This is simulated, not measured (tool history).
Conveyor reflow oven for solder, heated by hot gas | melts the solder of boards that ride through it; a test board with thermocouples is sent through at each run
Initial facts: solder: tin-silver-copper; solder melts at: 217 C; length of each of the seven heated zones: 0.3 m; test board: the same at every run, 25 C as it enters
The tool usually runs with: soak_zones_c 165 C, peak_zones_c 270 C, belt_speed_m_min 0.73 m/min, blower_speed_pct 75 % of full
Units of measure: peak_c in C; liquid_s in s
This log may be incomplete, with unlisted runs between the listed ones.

| run | hour | soak_zones_c | peak_zones_c | belt_speed_m_min | blower_speed_pct | peak_c | liquid_s |
|---|---|---|---|---|---|---|---|
| 1 | 0 | 165 | 270 | 0.73 | 75 | 253.6 | 35.79 |
| 2 | 20.6 | 165 | 270 | 0.73 | 75 | 253.5 | 35.67 |
| 3 | 33.9 | 165 | 270 | 0.73 | 75 | 253.5 | 35.52 |
| 4 | 58.3 | 165 | 270 | 0.73 | 75 | 253.3 | 35.62 |
| 5 | 81.8 | 165 | 270 | 0.73 | 75 | 253.5 | 35.73 |
| 6 | 103.8 | 165 | 270 | 0.73 | 75 | 253.2 | 35.49 |
| 7 | 116.6 | 165 | 270 | 0.73 | 75 | 253.3 | 35.53 |
| 8 | 139.5 | 165 | 270 | 0.73 | 75 | 253.1 | 35.57 |
| 9 | 158.2 | 165 | 270 | 0.73 | 75 | 253.1 | 35.59 |
| 10 | 183.8 | 165 | 270 | 0.73 | 75 | 253 | 35.62 |
| 11 | 202.9 | 165 | 270 | 0.73 | 75 | 253.2 | 35.5 |
| 12 | 223.1 | 155 | 270 | 0.73 | 75 | 251.3 | 32.74 |
| 13 | 243.7 | 155 | 270 | 0.73 | 75 | 251.1 | 32.67 |
| 14 | 259.7 | 165 | 270 | 0.73 | 75 | 252.9 | 35.64 |
| 15 | 280.7 | 165 | 270 | 0.73 | 75 | 253 | 35.48 |
| 16 | 296 | 165 | 270 | 0.73 | 75 | 253 | 35.4 |
| 17 | 310.3 | 173 | 270 | 0.651 | 55 | 252 | 40.82 |
|  | 324.6 | flux residue cleaned out of gas plates and filters |
| 18 | 337.5 | 165 | 270 | 0.73 | 80 | 256.4 | 37.41 |
| 19 | 360 | 165 | 265 | 0.742 | 84 | 252.1 | 35.3 |
| 20 | 377.4 | 165 | 270 | 0.612 | 75 | 259.9 | 47.24 |
| 21 | 388.2 | 165 | 270 | 0.612 | 75 | 260.1 | 47.19 |
| 22 | 412.1 | 154 | 276 | 0.612 | 75 | 264.4 | 46.68 |
| 23 | 434.2 | 150 | 277 | 0.783 | 75 | 255.8 | 31.57 |
| 24 | 454.6 | 150 | 277 | 0.783 | 75 | 255.7 | 31.51 |
| 25 | 471.7 | 162 | 277 | 0.623 | 75 | 265.6 | 47.95 |
| 26 | 495.4 | 165 | 270 | 0.844 | 53 | 239.7 | 22.08 |
| 27 | 516.8 | 165 | 270 | 0.635 | 65 | 256 | 43.04 |
| 28 | 531.5 | 154 | 275 | 0.664 | 66 | 257.7 | 39.47 |
|  | 552.3 | thermocouples of zones 6 and 7 changed |
| 29 | 555.1 | 180 | 275 | 0.805 | 54 | 249.4 | 32.51 |
| 30 | 568.4 | 174 | 285 | 0.822 | 54 | 255.1 | 33.02 |
| 31 | 590.4 | 179 | 262 | 0.854 | 67 | 241.7 | 26.69 |

A few steps of peak_c between consecutive runs. Split each: what settings, incoming material and random variation would produce without the hidden state, and what is left over for the hidden state, along with gauge scatter present in only one of the two compared results (measured, and without hidden state):
What the log doesn't record here: heat that the gas passes to the board, % of a clean oven's; belt's true speed, % of the reading; true gas temperature in zones 6 and 7 over the reading, C; drift of the gauge itself on peak_c, C; drift of the gauge itself on liquid_s, %.
Run 16 -> 17: soak_zones_c 165 -> 173, belt_speed_m_min 0.73 -> 0.651, blower_speed_pct 75 -> 55. peak_c -1 C: hidden state +0.6, all else -1.6.
Run 17 -> 18: soak_zones_c 173 -> 165, belt_speed_m_min 0.651 -> 0.73, blower_speed_pct 55 -> 80, flux residue cleaned out of gas plates and filters. peak_c +4.4 C: hidden state +1.4, all else +3.
Run 25 -> 26: soak_zones_c 162 -> 165, peak_zones_c 277 -> 270, belt_speed_m_min 0.623 -> 0.844, blower_speed_pct 75 -> 53. peak_c -25.9 C: hidden state +0, all else -25.9.
Run 26 -> 27: belt_speed_m_min 0.844 -> 0.635, blower_speed_pct 53 -> 65. peak_c +16.3 C: hidden state +0, all else +16.3.
Run 28 -> 29: soak_zones_c 154 -> 180, belt_speed_m_min 0.664 -> 0.805, blower_speed_pct 66 -> 54, thermocouples of zones 6 and 7 changed. peak_c -8.3 C: hidden state -0.9, all else -7.4.
Run 30 -> 31: soak_zones_c 174 -> 179, peak_zones_c 285 -> 262, belt_speed_m_min 0.822 -> 0.854, blower_speed_pct 54 -> 67. peak_c -13.4 C: hidden state -0.2, all else -13.2.
